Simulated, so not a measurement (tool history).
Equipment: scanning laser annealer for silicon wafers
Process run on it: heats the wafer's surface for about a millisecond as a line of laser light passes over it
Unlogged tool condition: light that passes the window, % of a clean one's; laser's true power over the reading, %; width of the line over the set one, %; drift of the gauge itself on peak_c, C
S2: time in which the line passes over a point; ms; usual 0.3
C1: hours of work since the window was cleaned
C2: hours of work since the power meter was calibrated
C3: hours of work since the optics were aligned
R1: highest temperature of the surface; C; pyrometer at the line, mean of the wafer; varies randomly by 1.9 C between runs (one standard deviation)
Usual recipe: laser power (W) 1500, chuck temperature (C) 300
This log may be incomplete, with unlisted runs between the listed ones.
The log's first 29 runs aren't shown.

Run 30, hour 1010.7: usual settings but laser power (W) 1375, chuck temperature (C) 293; C1 512; C2 701; C3 1711. Result: R1 1046 C.
At hour 1032.4: optics aligned, line set to its width.
Run 31, hour 1043.3: usual settings but laser power (W) 1391; C1 523; C2 713; C3 5. Result: R1 1062 C.
Run 32, hour 1071.9: usual settings but S2 0.233 ms; C1 536; C2 725; C3 17. Result: R1 1033 C.
Run 33, hour 1107.6: usual settings but S2 0.307 ms, chuck temperature (C) 337; C1 551; C2 740; C3 32. Result: R1 1177 C.
Run 34, hour 1141.5: usual settings but laser power (W) 1496, S2 0.29 ms, chuck temperature (C) 287; C1 565; C2 754; C3 46. Result: R1 1103 C.
Run 35, hour 1175.5: usual settings but laser power (W) 1496, S2 0.29 ms, chuck temperature (C) 287; C1 580; C2 769; C3 61. Result: R1 1102 C.
Run 36, hour 1207.5: usual settings but laser power (W) 1518, S2 0.275 ms, chuck temperature (C) 291; C1 593; C2 783; C3 74. Result: R1 1096 C.
Run 37, hour 1240.7: usual settings but laser power (W) 1327, S2 0.224 ms, chuck temperature (C) 299; C1 607; C2 797; C3 89. Result: R1 919 C.
Run 38, hour 1266.3: usual settings but laser power (W) 1598, chuck temperature (C) 327; C1 618; C2 808; C3 100. Result: R1 1223 C.
Run 39, hour 1310.3: usual settings but laser power (W) 1485, S2 0.251 ms, chuck temperature (C) 320; C1 637; C2 826; C3 118. Result: R1 1073 C.

3 options for the next run, each taken on its own from the tool as it stands now. Forecast them:
Run A, hour 1349.7: usual settings but laser power (W) 1484, S2 0.251 ms, chuck temperature (C) 320; C1 654; C2 843; C3 135. Result: R1 ?.
Run B, hour 1349.7: usual settings but chuck temperature (C) 264; C1 654; C2 843; C3 135. Result: R1 ?.
Run C, hour 1349.7: usual settings but S2 0.225 ms, chuck temperature (C) 301; C1 654; C2 843; C3 135. Result: R1 ?.

run    R1
  A  1067
  B  1100
  C  1018
Stripped of hidden state, with their random variation kept, the same runs would have yielded:
run    R1
  A  1068
  B  1101
  C  1019
